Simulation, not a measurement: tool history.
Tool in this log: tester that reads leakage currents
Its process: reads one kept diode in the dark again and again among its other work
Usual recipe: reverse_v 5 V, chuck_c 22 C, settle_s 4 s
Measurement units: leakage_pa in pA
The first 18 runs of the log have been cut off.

Run 19, hour 568.1: usual settings. Result: leakage_pa 92.6 pA.
Run 20, hour 592.6: usual settings. Result: leakage_pa 92.1 pA.
Run 21, hour 635.5: usual settings but reverse_v 5.34 V, chuck_c 36 C, settle_s 0.93 s. Result: leakage_pa 261.45 pA.
Run 22, hour 662.4: usual settings but reverse_v 5.34 V, chuck_c 36 C, settle_s 0.93 s. Result: leakage_pa 262.88 pA.
Run 23, hour 696.9: usual settings but reverse_v 1.49 V, settle_s 0.43 s. Result: leakage_pa 50.12 pA.
At hour 701.5: chuck's temperature calibrated.
Run 24, hour 729.1: usual settings but reverse_v 1.72 V, chuck_c 48 C, settle_s 0.43 s. Result: leakage_pa 316.39 pA.
Run 25, hour 762.3: usual settings but reverse_v 7.94 V, settle_s 2.43 s. Result: leakage_pa 110.32 pA.
Run 26, hour 803.7: usual settings but reverse_v 7.94 V, settle_s 2.43 s. Result: leakage_pa 111.39 pA.
Run 27, hour 830.3: usual settings but reverse_v 18.85 V. Result: leakage_pa 178.16 pA.
At hour 866.6: chuck's temperature calibrated, once more.
Run 28, hour 868.6: usual settings but reverse_v 1.42 V. Result: leakage_pa 55.51 pA.
Run 29, hour 905.4: usual settings but reverse_v 1.23 V, chuck_c 38 C, settle_s 3.39 s. Result: leakage_pa 164.46 pA.
Run 30, hour 930.8: usual settings but reverse_v 1.23 V, chuck_c 38 C, settle_s 3.39 s. Result: leakage_pa 163.51 pA.
Run 31, hour 951.9: usual settings but reverse_v 5.34 V, chuck_c 29 C, settle_s 5.69 s. Result: leakage_pa 180.21 pA.
Run 32, hour 992.6: usual settings but reverse_v 5.14 V, chuck_c 21 C, settle_s 5.69 s. Result: leakage_pa 99.15 pA.
Run 33, hour 1030.2: usual settings but chuck_c 35 C. Result: leakage_pa 264.64 pA.
Run 34, hour 1068.2: usual settings but reverse_v 1.05 V, chuck_c 35 C, settle_s 0.33 s. Result: leakage_pa 122.13 pA.
Run 35, hour 1100.4: usual settings but reverse_v 1.81 V, chuck_c 41 C, settle_s 3.71 s. Result: leakage_pa 241.31 pA.
Run 36, hour 1144.3: usual settings but reverse_v 1.4 V, chuck_c 41 C, settle_s 3.02 s. Result: leakage_pa 211.82 pA.
Run 37, hour 1163.1: usual settings but reverse_v 4.67 V. Result: leakage_pa 102.16 pA.
Run 38, hour 1192.3: usual settings but reverse_v 9.31 V, chuck_c 52 C, settle_s 1.57 s. Result: leakage_pa 1107.93 pA.
Run 39, hour 1215.3: usual settings but reverse_v 7.9 V, chuck_c 59 C, settle_s 2.36 s. Result: leakage_pa 1583.58 pA.
Run 40, hour 1246.9: usual settings but reverse_v 2.69 V, chuck_c 20 C, settle_s 2.36 s. Result: leakage_pa 66.19 pA.

Branching from run 40: 3 alternative next runs. What would each branch give?
Run A, hour 1282.3: usual settings but reverse_v 2.69 V, chuck_c 58 C, settle_s 4.23 s. Result: leakage_pa ?.
Run B, hour 1282.3: usual settings but reverse_v 2.31 V, chuck_c 38 C, settle_s 3.91 s. Result: leakage_pa ?.
Run C, hour 1282.3: usual settings but reverse_v 2.69 V, settle_s 2.36 s. Result: leakage_pa ?.

run  leakage_pa
  A      873.27
  B      222.41
  C       76.19
Take away the tool's hidden state, keep each run's random variation, and the runs would have read:
run  leakage_pa
  A      873.51
  B      220.45
  C       72.88
